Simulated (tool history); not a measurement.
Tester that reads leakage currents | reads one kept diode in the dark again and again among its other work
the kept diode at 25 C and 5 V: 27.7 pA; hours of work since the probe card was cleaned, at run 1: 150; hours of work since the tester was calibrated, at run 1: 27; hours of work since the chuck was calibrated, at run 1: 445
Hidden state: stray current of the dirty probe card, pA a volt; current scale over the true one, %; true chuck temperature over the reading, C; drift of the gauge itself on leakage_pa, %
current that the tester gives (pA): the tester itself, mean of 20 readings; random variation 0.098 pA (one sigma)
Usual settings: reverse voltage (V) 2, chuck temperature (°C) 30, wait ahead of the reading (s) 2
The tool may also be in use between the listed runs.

run      day  reverse voltage (V)  chuck temperature (°C)  wait ahead of the reading (s)  hours of work since the probe card was cleaned  hours of work since the tester was calibrated  hours of work since the chuck was calibrated  current that the tester gives (pA)
  1        0                    2                      30                              2                                             150                                             27                                           445                               27.88
  2    5.333                    2                      30                              2                                             219                                             95                                           513                               27.97
  3   11.121                    2                      30                              2                                             293                                            170                                           588                               28.03
  4   15.779                    2                      30                              2                                             353                                            230                                           648                               28.01
  5   22.492                    2                      30                              2                                             440                                            317                                           735                               27.95
  6   25.625                    2                      22                              2                                             480                                            357                                           775                               13.52
  7   29.575                    2                      22                              2                                             531                                            408                                           826                               13.55
  8   32.583                    2                      22                              2                                             570                                            447                                           865                               13.63
      34.767  -- chuck's temperature calibrated
  9   37.142                    2                      22                              2                                             628                                            505                                            31                               13.63
 10   40.933                    2                      22                              2                                             677                                            554                                            80                               13.54
 11   44.425                    2                      22                              2                                             722                                            599                                           125                               13.51
 12   49.671                    2                      30                              2                                             790                                            666                                           192                               28.11
 13   54.346                    2                      30                              2                                             850                                            727                                           253                               27.86
 14   59.854                    2                      48                              2                                             921                                            798                                           324                              127.09
 15   65.675                    2                      48                              2                                             996                                            873                                           399                               127.5
 16   69.367                 5.01                      47                           0.41                                            1044                                            920                                           446                              189.89
 17   74.921                 5.01                      47                           0.41                                            1115                                            992                                           518                              190.11
 18   80.467                11.07                      37                           0.41                                            1187                                           1063                                           589                              129.03
 19   85.946                    2                      55                              2                                            1257                                           1134                                           660                              220.87
 20   89.079                    2                      55                              2                                            1298                                           1175                                           701                              219.61
 21   95.846                    2                      21                           0.77                                            1385                                           1262                                           788                               12.81
 22   99.862                    2                      21                           0.77                                            1437                                           1314                                           840                               12.94
     103.667  -- chuck's temperature calibrated
 23  103.971                 6.23                      30                           6.28                                            1489                                           1366                                             4                               49.11
 24  110.183                    2                      48                            0.6                                            1569                                           1446                                            84                               128.1
 25  116.529                  1.1                      37                           4.32                                            1651                                           1528                                           166                               37.99
 26  119.479                  1.1                      37                           4.32                                            1689                                           1566                                           204                               37.77
 27  125.267                 2.89                      30                           3.98                                            1764                                           1640                                           279                               33.52

How the hidden state differs across the entries between the runs, from the last listed run before each to the first after it:
Between runs 8 and 9: chuck's temperature calibrated (day 34.767)
  true chuck temperature over the reading, C: 0.01 -> 0
  measured less the result without the state, current that the tester gives (pA): +0.02 -> +0.01
Between runs 22 and 23: chuck's temperature calibrated (day 103.667)
  true chuck temperature over the reading, C: 0.01 -> 0
  measured less the result without the state, current that the tester gives (pA): +0.02 -> +0.03

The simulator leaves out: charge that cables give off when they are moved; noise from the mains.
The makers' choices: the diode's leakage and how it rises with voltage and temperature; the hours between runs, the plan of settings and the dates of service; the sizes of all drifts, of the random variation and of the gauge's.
